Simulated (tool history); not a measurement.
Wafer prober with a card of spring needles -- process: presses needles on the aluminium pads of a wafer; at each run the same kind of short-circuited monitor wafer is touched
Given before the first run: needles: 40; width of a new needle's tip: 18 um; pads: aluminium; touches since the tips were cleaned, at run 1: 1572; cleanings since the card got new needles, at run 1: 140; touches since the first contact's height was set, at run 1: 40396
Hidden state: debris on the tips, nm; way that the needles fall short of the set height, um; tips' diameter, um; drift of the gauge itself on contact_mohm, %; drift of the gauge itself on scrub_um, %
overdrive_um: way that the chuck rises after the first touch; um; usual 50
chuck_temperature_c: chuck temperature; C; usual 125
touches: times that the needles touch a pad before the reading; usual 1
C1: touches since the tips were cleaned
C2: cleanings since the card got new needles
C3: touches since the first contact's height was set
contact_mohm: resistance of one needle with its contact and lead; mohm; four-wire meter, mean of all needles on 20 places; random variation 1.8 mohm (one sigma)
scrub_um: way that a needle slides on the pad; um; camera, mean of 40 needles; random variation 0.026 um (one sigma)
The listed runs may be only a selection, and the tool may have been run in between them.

Run 1, day 0: usual settings; C1 1572; C2 140; C3 40396. Result: contact_mohm 240 mohm, scrub_um 6.33 um.
At day 0.188: tips cleaned on abrasive film.
At day 0.554: tips cleaned on abrasive film.
At day 0.925: tips cleaned on abrasive film.
At day 1.383: tips cleaned on abrasive film.
Run 2, day 1.721: usual settings; C1 2189; C2 144; C3 51409. Result: contact_mohm 253 mohm, scrub_um 6.35 um.
At day 1.817: tips cleaned on abrasive film.
At day 2.188: tips cleaned on abrasive film.
At day 2.554: tips cleaned on abrasive film.
At day 2.925: tips cleaned on abrasive film.
At day 3.292: tips cleaned on abrasive film.
At day 3.75: tips cleaned on abrasive film.
At day 4.121: tips cleaned on abrasive film.
Run 3, day 4.154: usual settings; C1 225; C2 151; C3 66928. Result: contact_mohm 203 mohm, scrub_um 6.22 um.
At day 4.525: tips cleaned on abrasive film.
At day 4.892: tips cleaned on abrasive film.
At day 5.262: tips cleaned on abrasive film.
Run 4, day 5.479: usual settings but chuck_temperature_c 38 C; C1 1412; C2 154; C3 75400. Result: contact_mohm 233 mohm, scrub_um 6.25 um.
At day 5.667: tips cleaned on abrasive film.
At day 6.125: tips cleaned on abrasive film.
At day 6.496: tips cleaned on abrasive film.
Run 5, day 6.788: usual settings but overdrive_um 53 um; C1 1885; C2 157; C3 83755. Result: contact_mohm 244 mohm, scrub_um 6.58 um.
At day 6.883: tips cleaned on abrasive film.
At day 7.25: tips cleaned on abrasive film.
At day 7.621: tips cleaned on abrasive film.
At day 7.988: tips cleaned on abrasive film.
At day 8.354: tips cleaned on abrasive film.
Run 6, day 8.575: usual settings but overdrive_um 53 um; C1 1419; C2 162; C3 95175. Result: contact_mohm 237 mohm, scrub_um 6.58 um.
At day 8.762: tips cleaned on abrasive film.
At day 9.129: tips cleaned on abrasive film.
At day 9.5: tips cleaned on abrasive film.
At day 9.867: tips cleaned on abrasive film.
Run 7, day 10.075: usual settings but overdrive_um 53 um; C1 1324; C2 166; C3 104734. Result: contact_mohm 238 mohm, scrub_um 6.54 um.
At day 10.258: tips cleaned on abrasive film.
At day 10.721: tips cleaned on abrasive film.
At day 11.088: tips cleaned on abrasive film.
At day 11.454: tips cleaned on abrasive film.
At day 11.825: tips cleaned on abrasive film.
At day 12.325: card fitted with new needles.
At day 12.692: tips cleaned on abrasive film.
At day 13.062: tips cleaned on abrasive film.
At day 13.429: tips cleaned on abrasive film.
Run 8, day 13.596: usual settings but overdrive_um 53 um; C1 1065; C2 3; C3 8124. Result: contact_mohm 213 mohm, scrub_um 6.87 um.
At day 13.871: tips cleaned on abrasive film.
At day 14.242: tips cleaned on abrasive film.
At day 14.7: tips cleaned on abrasive film.
At day 15.071: tips cleaned on abrasive film.
Run 9, day 15.308: usual settings but overdrive_um 53 um; C1 1536; C2 7; C3 19073. Result: contact_mohm 216 mohm, scrub_um 6.83 um.
At day 15.496: tips cleaned on abrasive film.
At day 15.862: tips cleaned on abrasive film.
At day 16.229: tips cleaned on abrasive film.
At day 16.6: tips cleaned on abrasive film.
At day 16.967: tips cleaned on abrasive film.
At day 17.338: tips cleaned on abrasive film.
At day 17.704: tips cleaned on abrasive film.
At day 18.075: tips cleaned on abrasive film.
Run 10, day 18.188: usual settings but overdrive_um 53 um; C1 740; C2 15; C3 37459. Result: contact_mohm 204 mohm, scrub_um 6.72 um.
At day 18.467: tips cleaned on abrasive film.
At day 18.833: tips cleaned on abrasive film.
At day 19.204: tips cleaned on abrasive film.
At day 19.571: tips cleaned on abrasive film.
At day 19.942: tips cleaned on abrasive film.
At day 20.4: tips cleaned on abrasive film.
At day 20.858: tips cleaned on abrasive film.
Run 11, day 20.95: usual settings but overdrive_um 53 um; C1 580; C2 22; C3 55097. Result: contact_mohm 200 mohm, scrub_um 6.68 um.
At day 21.317: tips cleaned on abrasive film.
At day 21.688: tips cleaned on abrasive film.
At day 22.146: tips cleaned on abrasive film.
At day 22.608: tips cleaned on abrasive film.
At day 23.067: tips cleaned on abrasive film.
At day 23.433: tips cleaned on abrasive film.
At day 23.804: tips cleaned on abrasive film.
Run 12, day 23.929: usual settings but touches 2; C1 801; C2 29; C3 74133. Result: contact_mohm 204 mohm, scrub_um 6.27 um.
At day 24.204: tips cleaned on abrasive film.
At day 24.575: tips cleaned on abrasive film.
At day 24.942: tips cleaned on abrasive film.
At day 25.4: tips cleaned on abrasive film.
At day 25.771: tips cleaned on abrasive film.
At day 26.138: tips cleaned on abrasive film.
At day 26.508: tips cleaned on abrasive film.
At day 26.875: tips cleaned on abrasive film.
Run 13, day 27.012: usual settings but overdrive_um 42 um, chuck_temperature_c 95 C, touches 3; C1 886; C2 37; C3 93844. Result: contact_mohm 203 mohm, scrub_um 5.2 um.
At day 27.292: tips cleaned on abrasive film.
At day 27.75: tips cleaned on abrasive film.
At day 28.208: tips cleaned on abrasive film.
At day 28.579: tips cleaned on abrasive film.
At day 28.946: tips cleaned on abrasive film.
Run 14, day 29.238: usual settings but overdrive_um 42 um, chuck_temperature_c 95 C, touches 3; C1 1866; C2 42; C3 108064. Result: contact_mohm 218 mohm, scrub_um 5.1 um.
At day 29.333: tips cleaned on abrasive film.
At day 29.7: tips cleaned on abrasive film.
At day 30.071: tips cleaned on abrasive film.
At day 30.438: tips cleaned on abrasive film.
At day 30.808: tips cleaned on abrasive film.
Run 15, day 30.933: usual settings but overdrive_um 31 um, chuck_temperature_c 25 C; C1 811; C2 47; C3 118879. Result: contact_mohm 259 mohm, scrub_um 3.67 um.
At day 31.208: tips cleaned on abrasive film.
At day 31.579: tips cleaned on abrasive film.
At day 31.946: tips cleaned on abrasive film.
At day 32.317: tips cleaned on abrasive film.
At day 32.683: tips cleaned on abrasive film.
At day 33.054: tips cleaned on abrasive film.
At day 33.421: tips cleaned on abrasive film.
Run 16, day 33.729: usual settings but overdrive_um 55 um; C1 1993; C2 54; C3 136755. Result: contact_mohm 229 mohm, scrub_um 6.74 um.
At day 33.825: tips cleaned on abrasive film.
At day 34.283: tips cleaned on abrasive film.
At day 34.746: tips cleaned on abrasive film.
At day 35.112: tips cleaned on abrasive film.
Run 17, day 35.321: usual settings but overdrive_um 55 um; C1 1337; C2 58; C3 146917. Result: contact_mohm 221 mohm, scrub_um 6.72 um.
At day 35.508: tips cleaned on abrasive film.
At day 35.875: tips cleaned on abrasive film.
At day 36.246: tips cleaned on abrasive film.
At day 36.612: tips cleaned on abrasive film.
At day 36.808: height of the first contact set anew.
At day 36.992: tips cleaned on abrasive film.
At day 37.362: tips cleaned on abrasive film.
Run 18, day 37.546: usual settings but overdrive_um 59 um; C1 1180; C2 64; C3 4710. Result: contact_mohm 205 mohm, scrub_um 7.62 um.
At day 37.758: tips cleaned on abrasive film.
At day 38.125: tips cleaned on abrasive film.
At day 38.588: tips cleaned on abrasive film.
At day 39.046: tips cleaned on abrasive film.
At day 39.504: tips cleaned on abrasive film.
At day 39.967: tips cleaned on abrasive film.
At day 40.338: tips cleaned on abrasive film.
Run 19, day 40.338: usual settings but overdrive_um 59 um; C1 0; C2 71; C3 22547. Result: contact_mohm 186 mohm, scrub_um 7.61 um.
At day 40.796: tips cleaned on abrasive film.
At day 41.162: tips cleaned on abrasive film.
At day 41.533: tips cleaned on abrasive film.
At day 41.9: tips cleaned on abrasive film.
At day 42.271: tips cleaned on abrasive film.
At day 42.638: tips cleaned on abrasive film.
At day 43.1: tips cleaned on abrasive film.
Run 20, day 43.262: usual settings but overdrive_um 65 um, chuck_temperature_c 83 C, touches 2; C1 1051; C2 78; C3 41237. Result: contact_mohm 189 mohm, scrub_um 8.32 um.
At day 43.538: tips cleaned on abrasive film.
At day 43.908: tips cleaned on abrasive film.
At day 44.367: tips cleaned on abrasive film.
At day 44.733: tips cleaned on abrasive film.
Run 21, day 44.975: usual settings but overdrive_um 34 um, chuck_temperature_c 111 C, touches 2; C1 1553; C2 82; C3 52203. Result: contact_mohm 260 mohm, scrub_um 4.24 um.
At day 45.162: tips cleaned on abrasive film.
At day 45.621: tips cleaned on abrasive film.
At day 45.992: tips cleaned on abrasive film.
At day 46.358: tips cleaned on abrasive film.
At day 46.729: tips cleaned on abrasive film.
Run 22, day 46.842: usual settings but overdrive_um 34 um, chuck_temperature_c 111 C, touches 2; C1 726; C2 87; C3 64106. Result: contact_mohm 235 mohm, scrub_um 4.19 um.

3 ways to go on from here, each from the tool as it stands after run 22. What would each give?
At day 47.117: tips cleaned on abrasive film.
At day 47.579: tips cleaned on abrasive film.
At day 47.946: tips cleaned on abrasive film.
At day 48.404: tips cleaned on abrasive film.
At day 48.867: tips cleaned on abrasive film.
Run A, day 49.158: usual settings but overdrive_um 34 um, chuck_temperature_c 111 C, touches 2; C1 1905; C2 92; C3 78952. Result: contact_mohm ?, scrub_um ?.
At day 47.117: tips cleaned on abrasive film.
At day 47.579: tips cleaned on abrasive film.
At day 47.946: tips cleaned on abrasive film.
At day 48.404: tips cleaned on abrasive film.
At day 48.867: tips cleaned on abrasive film.
Run B, day 49.158: usual settings but overdrive_um 34 um, chuck_temperature_c 111 C; C1 1905; C2 92; C3 78952. Result: contact_mohm ?, scrub_um ?.
At day 47.117: tips cleaned on abrasive film.
At day 47.579: tips cleaned on abrasive film.
At day 47.946: tips cleaned on abrasive film.
At day 48.404: tips cleaned on abrasive film.
At day 48.867: tips cleaned on abrasive film.
Run C, day 49.158: usual settings but chuck_temperature_c 27 C, touches 2; C1 1905; C2 92; C3 78952. Result: contact_mohm ?, scrub_um ?.

run  contact_mohm  scrub_um
  A           274      4.14
  B           313      4.17
  C           206      6.24
Without the tool's unlogged condition, the same runs would have read:
run  contact_mohm  scrub_um
  A           200      4.39
  B           196      4.42
  C           167      6.49

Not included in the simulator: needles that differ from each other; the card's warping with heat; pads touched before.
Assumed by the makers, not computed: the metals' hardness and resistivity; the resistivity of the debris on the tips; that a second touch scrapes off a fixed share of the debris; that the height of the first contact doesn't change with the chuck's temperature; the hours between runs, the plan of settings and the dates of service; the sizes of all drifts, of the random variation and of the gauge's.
